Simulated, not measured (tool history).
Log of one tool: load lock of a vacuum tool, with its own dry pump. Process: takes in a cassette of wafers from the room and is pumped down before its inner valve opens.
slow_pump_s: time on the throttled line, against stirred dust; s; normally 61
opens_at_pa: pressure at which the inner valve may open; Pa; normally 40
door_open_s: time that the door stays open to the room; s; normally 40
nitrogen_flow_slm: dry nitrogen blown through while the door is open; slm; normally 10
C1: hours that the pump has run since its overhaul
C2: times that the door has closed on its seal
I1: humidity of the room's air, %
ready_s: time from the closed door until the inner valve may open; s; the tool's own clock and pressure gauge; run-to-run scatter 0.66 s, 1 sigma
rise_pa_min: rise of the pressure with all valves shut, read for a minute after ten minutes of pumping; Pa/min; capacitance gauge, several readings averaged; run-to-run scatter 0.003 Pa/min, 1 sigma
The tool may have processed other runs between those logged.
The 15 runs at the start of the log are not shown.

Run 16, hour 5924.4: usual settings but slow_pump_s 40 s; C1 17648; C2 28087; I1 46.5. Result: ready_s 80.8 s, rise_pa_min 0.047 Pa/min.
Run 17, hour 6421.9: usual settings but door_open_s 101 s; C1 18146; C2 30446; I1 46. Result: ready_s 98.5 s, rise_pa_min 0.071 Pa/min.
Run 18, hour 6941.4: usual settings but door_open_s 101 s; C1 18665; C2 32909; I1 44.2. Result: ready_s 98.6 s, rise_pa_min 0.066 Pa/min.
Run 19, hour 7271.3: usual settings but opens_at_pa 47 Pa; C1 18995; C2 34473; I1 44.8. Result: ready_s 97 s, rise_pa_min 0.041 Pa/min.
Run 20, hour 7532.2: usual settings but opens_at_pa 79 Pa, door_open_s 80 s; C1 19256; C2 35710; I1 42.7. Result: ready_s 92.9 s, rise_pa_min 0.058 Pa/min.
Run 21, hour 7838.4: usual settings but opens_at_pa 79 Pa, door_open_s 80 s; C1 19562; C2 37162; I1 43.6. Result: ready_s 93.9 s, rise_pa_min 0.057 Pa/min.
Run 22, hour 8312.7: usual settings but slow_pump_s 71 s; C1 20036; C2 39410; I1 47.5. Result: ready_s 104.3 s, rise_pa_min 0.048 Pa/min.
At hour 8720.8: dry pump taken out, an overhauled one fitted.
Run 23, hour 8810.7: usual settings but slow_pump_s 80 s, opens_at_pa 51 Pa, door_open_s 39 s, nitrogen_flow_slm 8 slm; C1 90; C2 41743; I1 46.6. Result: ready_s 110.3 s, rise_pa_min 0.041 Pa/min.
Run 24, hour 9052.5: usual settings but slow_pump_s 80 s, opens_at_pa 35 Pa, door_open_s 55 s, nitrogen_flow_slm 5 slm; C1 332; C2 42889; I1 44.4. Result: ready_s 112 s, rise_pa_min 0.056 Pa/min.
Run 25, hour 9364.4: usual settings but slow_pump_s 80 s, opens_at_pa 35 Pa, door_open_s 55 s, nitrogen_flow_slm 5 slm; C1 644; C2 44368; I1 43.9. Result: ready_s 111.6 s, rise_pa_min 0.057 Pa/min.
Run 26, hour 9815.7: usual settings but slow_pump_s 80 s, opens_at_pa 35 Pa, door_open_s 185 s, nitrogen_flow_slm 5 slm; C1 1095; C2 46508; I1 47.8. Result: ready_s 113.5 s, rise_pa_min 0.119 Pa/min.
Run 27, hour 10138.1: usual settings but slow_pump_s 34 s, nitrogen_flow_slm 9 slm; C1 1417; C2 48036; I1 43.8. Result: ready_s 76.2 s, rise_pa_min 0.05 Pa/min.
At hour 10209.4: door's seal changed, seat wiped.
Run 28, hour 10581.5: usual settings but slow_pump_s 42 s, opens_at_pa 42 Pa, door_open_s 34 s, nitrogen_flow_slm 4 slm; C1 1859; C2 1764; I1 45.3. Result: ready_s 82.9 s, rise_pa_min 0.046 Pa/min.
Run 29, hour 11045.2: usual settings but slow_pump_s 42 s, opens_at_pa 42 Pa, door_open_s 34 s, nitrogen_flow_slm 4 slm; C1 2323; C2 3963; I1 41.3. Result: ready_s 82.4 s, rise_pa_min 0.047 Pa/min.
Run 30, hour 11284.2: usual settings but slow_pump_s 104 s, opens_at_pa 53 Pa, door_open_s 82 s, nitrogen_flow_slm 19 slm; C1 2562; C2 5095; I1 43.7. Result: ready_s 128.7 s, rise_pa_min 0.049 Pa/min.
Run 31, hour 11574.5: usual settings but nitrogen_flow_slm 19 slm; C1 2852; C2 6472; I1 46. Result: ready_s 97 s, rise_pa_min 0.033 Pa/min.
Run 32, hour 12073.1: usual settings but door_open_s 234 s, nitrogen_flow_slm 19 slm; C1 3351; C2 8836; I1 41.8. Result: ready_s 96.7 s, rise_pa_min 0.079 Pa/min.
Run 33, hour 12482: usual settings but opens_at_pa 38 Pa; C1 3760; C2 10774; I1 45.9. Result: ready_s 97.3 s, rise_pa_min 0.043 Pa/min.
Run 34, hour 12759.1: usual settings but slow_pump_s 50 s, opens_at_pa 62 Pa, door_open_s 231 s, nitrogen_flow_slm 4 slm; C1 4037; C2 12088; I1 48.7. Result: ready_s 85.6 s, rise_pa_min 0.133 Pa/min.
Run 35, hour 13034: usual settings but slow_pump_s 50 s, opens_at_pa 62 Pa, door_open_s 49 s, nitrogen_flow_slm 4 slm; C1 4312; C2 13391; I1 42.5. Result: ready_s 86.7 s, rise_pa_min 0.054 Pa/min.
Run 36, hour 13340.3: usual settings but slow_pump_s 116 s, opens_at_pa 50 Pa, nitrogen_flow_slm 11 slm; C1 4618; C2 14843; I1 48.9. Result: ready_s 139.4 s, rise_pa_min 0.043 Pa/min.
Run 37, hour 13643.3: usual settings but door_open_s 229 s, nitrogen_flow_slm 24 slm; C1 4921; C2 16280; I1 44.6. Result: ready_s 97.2 s, rise_pa_min 0.079 Pa/min.

Consider 4 possible next runs. They are alternatives, not a sequence: every one starts from the tool as it was left by run 37. What does each give?
Run A, hour 14063: usual settings but slow_pump_s 31 s, opens_at_pa 62 Pa, door_open_s 223 s, nitrogen_flow_slm 24 slm; C1 5341; C2 18270; I1 42.4. Result: ready_s ?, rise_pa_min ?.
Run B, hour 14063: usual settings but slow_pump_s 82 s, door_open_s 181 s, nitrogen_flow_slm 29 slm; C1 5341; C2 18270; I1 46. Result: ready_s ?, rise_pa_min ?.
Run C, hour 14063: usual settings but slow_pump_s 42 s, door_open_s 57 s, nitrogen_flow_slm 9 slm; C1 5341; C2 18270; I1 49.7. Result: ready_s ?, rise_pa_min ?.
Run D, hour 14063: usual settings but slow_pump_s 41 s, door_open_s 229 s, nitrogen_flow_slm 27 slm; C1 5341; C2 18270; I1 44.5. Result: ready_s ?, rise_pa_min ?.

run  ready_s  rise_pa_min
  A     71.3        0.066
  B    114.1        0.065
  C     82.9        0.058
  D     82.1        0.071
What these runs would have given with no unlogged condition in the tool:
run  ready_s  rise_pa_min
  A     71.3        0.066
  B    114.1        0.065
  C     82.9        0.058
  D       82        0.071
